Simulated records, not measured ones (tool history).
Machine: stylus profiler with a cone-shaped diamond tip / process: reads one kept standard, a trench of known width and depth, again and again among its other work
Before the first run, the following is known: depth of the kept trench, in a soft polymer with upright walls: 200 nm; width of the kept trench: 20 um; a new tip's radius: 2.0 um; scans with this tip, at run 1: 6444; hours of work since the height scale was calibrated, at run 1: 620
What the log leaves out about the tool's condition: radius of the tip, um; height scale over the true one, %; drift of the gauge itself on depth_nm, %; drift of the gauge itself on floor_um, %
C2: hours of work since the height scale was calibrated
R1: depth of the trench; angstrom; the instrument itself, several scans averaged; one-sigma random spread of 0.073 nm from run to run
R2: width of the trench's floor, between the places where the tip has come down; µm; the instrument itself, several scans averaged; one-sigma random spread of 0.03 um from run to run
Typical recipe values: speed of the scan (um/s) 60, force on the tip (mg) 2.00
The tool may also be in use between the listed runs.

{"run": 1, "hour": 0.0, "speed of the scan (um/s)": 60, "force on the tip (mg)": 2.0, "scans with this tip": 6444, "C2": 620, "R1": 2012.4, "R2": 17.74}
{"run": 2, "hour": 29.5, "speed of the scan (um/s)": 60, "force on the tip (mg)": 2.0, "scans with this tip": 6654, "C2": 641, "R1": 2012.2, "R2": 17.71}
{"run": 3, "hour": 51.8, "speed of the scan (um/s)": 67, "force on the tip (mg)": 2.0, "scans with this tip": 6813, "C2": 656, "R1": 2013.0, "R2": 17.72}
{"run": 4, "hour": 76.6, "speed of the scan (um/s)": 60, "force on the tip (mg)": 4.0, "scans with this tip": 6989, "C2": 673, "R1": 2019.0, "R2": 17.8}
{"run": 5, "hour": 100.8, "speed of the scan (um/s)": 60, "force on the tip (mg)": 4.0, "scans with this tip": 7161, "C2": 690, "R1": 2019.1, "R2": 17.85}
{"run": 6, "hour": 129.3, "speed of the scan (um/s)": 60, "force on the tip (mg)": 1.73, "scans with this tip": 7365, "C2": 709, "R1": 2012.5, "R2": 17.71}
{"run": 7, "hour": 154.1, "speed of the scan (um/s)": 60, "force on the tip (mg)": 1.73, "scans with this tip": 7541, "C2": 726, "R1": 2012.1, "R2": 17.68}
{"run": 8, "hour": 167.3, "speed of the scan (um/s)": 37, "force on the tip (mg)": 4.1, "scans with this tip": 7635, "C2": 735, "R1": 2020.0, "R2": 17.84}
{"run": 9, "hour": 187.5, "speed of the scan (um/s)": 112, "force on the tip (mg)": 4.24, "scans with this tip": 7779, "C2": 749, "R1": 2019.9, "R2": 17.64}
{"run": 10, "hour": 216.5, "speed of the scan (um/s)": 21, "force on the tip (mg)": 3.0, "scans with this tip": 7986, "C2": 769, "R1": 2016.3, "R2": 17.88}
{"run": 11, "hour": 241.3, "speed of the scan (um/s)": 21, "force on the tip (mg)": 3.0, "scans with this tip": 8162, "C2": 786, "R1": 2016.4, "R2": 17.95}
{"run": 12, "hour": 257.9, "speed of the scan (um/s)": 169, "force on the tip (mg)": 2.65, "scans with this tip": 8280, "C2": 797, "R1": 2014.4, "R2": 17.27}
{"run": 13, "hour": 283.4, "speed of the scan (um/s)": 169, "force on the tip (mg)": 2.65, "scans with this tip": 8462, "C2": 815, "R1": 2015.6, "R2": 17.26}
{"run": 14, "hour": 315.3, "speed of the scan (um/s)": 78, "force on the tip (mg)": 2.58, "scans with this tip": 8689, "C2": 837, "R1": 2014.3, "R2": 17.55}

3 ways to go on from here, each from the tool as it stands after run 14. What would each give?
{"run": "A", "hour": 340.1, "speed of the scan (um/s)": 15, "force on the tip (mg)": 2.58, "scans with this tip": 8866, "C2": 854, "R1": "?", "R2": "?"}
{"run": "B", "hour": 340.1, "speed of the scan (um/s)": 93, "force on the tip (mg)": 0.78, "scans with this tip": 8866, "C2": 854, "R1": "?", "R2": "?"}
{"run": "C", "hour": 340.1, "speed of the scan (um/s)": 28, "force on the tip (mg)": 1.59, "scans with this tip": 8866, "C2": 854, "R1": "?", "R2": "?"}

run=A R1=2015.7 R2=17.85
run=B R1=2007.7 R2=17.27
run=C R1=2010.3 R2=17.80
Stripped of hidden state, with their random variation kept, the same runs would have yielded:
run=A R1=2012.4 R2=18.17
run=B R1=2004.4 R2=17.58
run=C R1=2007.1 R2=18.11

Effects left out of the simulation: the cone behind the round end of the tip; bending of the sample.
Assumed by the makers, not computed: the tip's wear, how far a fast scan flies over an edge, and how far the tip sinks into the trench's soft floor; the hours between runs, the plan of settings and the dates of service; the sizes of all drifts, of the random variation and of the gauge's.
